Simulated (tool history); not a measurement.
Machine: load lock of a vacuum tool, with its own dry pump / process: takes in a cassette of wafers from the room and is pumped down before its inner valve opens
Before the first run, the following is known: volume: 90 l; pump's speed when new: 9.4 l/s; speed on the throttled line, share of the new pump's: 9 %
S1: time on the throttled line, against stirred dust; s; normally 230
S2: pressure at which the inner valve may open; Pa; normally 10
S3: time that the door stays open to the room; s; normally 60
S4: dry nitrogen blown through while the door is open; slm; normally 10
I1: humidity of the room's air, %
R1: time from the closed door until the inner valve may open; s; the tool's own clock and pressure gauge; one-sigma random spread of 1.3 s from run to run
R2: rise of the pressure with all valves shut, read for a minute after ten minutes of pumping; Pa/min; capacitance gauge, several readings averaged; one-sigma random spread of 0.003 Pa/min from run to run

run	hour	S1	S2	S3	S4	I1	R1	R2
1	0.0	230	10	60	10	46.8	300.4	0.230
2	83.6	230	10	60	31	44.0	300.5	0.218
3	238.2	230	10	60	31	45.9	299.9	0.238
4	345.9	391	10	60	10	44.9	447.2	0.243
5	454.1	179	10	60	10	45.1	254.3	0.253
6	571.5	179	10	60	10	45.3	255.9	0.260
7	656.0	179	10	60	10	46.2	256.2	0.262
8	828.1	230	10	60	10	47.0	301.4	0.272
9	934.6	230	10	60	10	43.4	301.6	0.269
10	1065.8	230	10	60	10	43.7	300.3	0.279
11	1227.4	230	10	60	6	44.1	300.4	0.294
12	1397.8	230	10	60	10	44.5	299.8	0.293
13	1579.6	230	10	60	10	45.4	299.8	0.300
14	1756.2	230	10	60	10	47.0	303.4	0.311
15	1879.2	230	10	60	10	44.8	301.5	0.326
16	2044.9	230	10	60	10	47.0	301.9	0.330
17	2190.9	359	10	60	5	45.4	417.9	0.342
18	2282.8	230	10	51	13	44.9	302.4	0.336
19	2435.4	230	10	27	24	44.4	305.1	0.331
20	2583.0	230	10	27	24	42.8	304.7	0.342
# hour 2681.1: door's seal changed, seat wiped
21	2699.8	357	15	65	11	43.7	414.3	0.029
22	2886.9	357	15	65	11	49.8	415.1	0.033
23	3066.1	230	12	60	4	40.9	301.9	0.038
24	3194.7	137	15	141	5	45.3	215.9	0.054
25	3290.3	434	15	141	5	42.6	478.3	0.047
26	3371.0	434	15	141	5	47.0	478.8	0.058
27	3452.1	449	10	60	14	45.0	498.6	0.042
28	3542.8	233	10	60	10	42.7	305.0	0.040
29	3636.5	230	10	60	24	42.6	304.0	0.029
30	3765.1	230	14	60	11	43.5	299.0	0.040
31	3906.8	138	10	60	10	46.0	220.4	0.040
32	4007.7	256	8	60	5	48.9	331.6	0.058

Hidden state or all else? Some run-to-run changes of R1, split into what the settings, what came in and random variation would give without the hidden state, and what is left for the hidden state (with any gauge scatter that isn't in both results):
Hidden state present: pump's speed, % of a new pump's; leak at the door's seal, Pa l/s; drift of the gauge itself on ready_s, %; drift of the gauge itself on rise_pa_min, %.
Run 4 -> 5: S1 391 -> 179. R1 -192.9 s: hidden state +1.0, all else -193.9.
Run 17 -> 18: S1 359 -> 230, S3 60 -> 51, S4 5 -> 13. R1 -115.5 s: hidden state +1.2, all else -116.7.
Run 24 -> 25: S1 137 -> 434. R1 +262.4 s: hidden state -2.4, all else +264.8.
Run 27 -> 28: S1 449 -> 233, S4 14 -> 10. R1 -193.6 s: hidden state +1.8, all else -195.4.
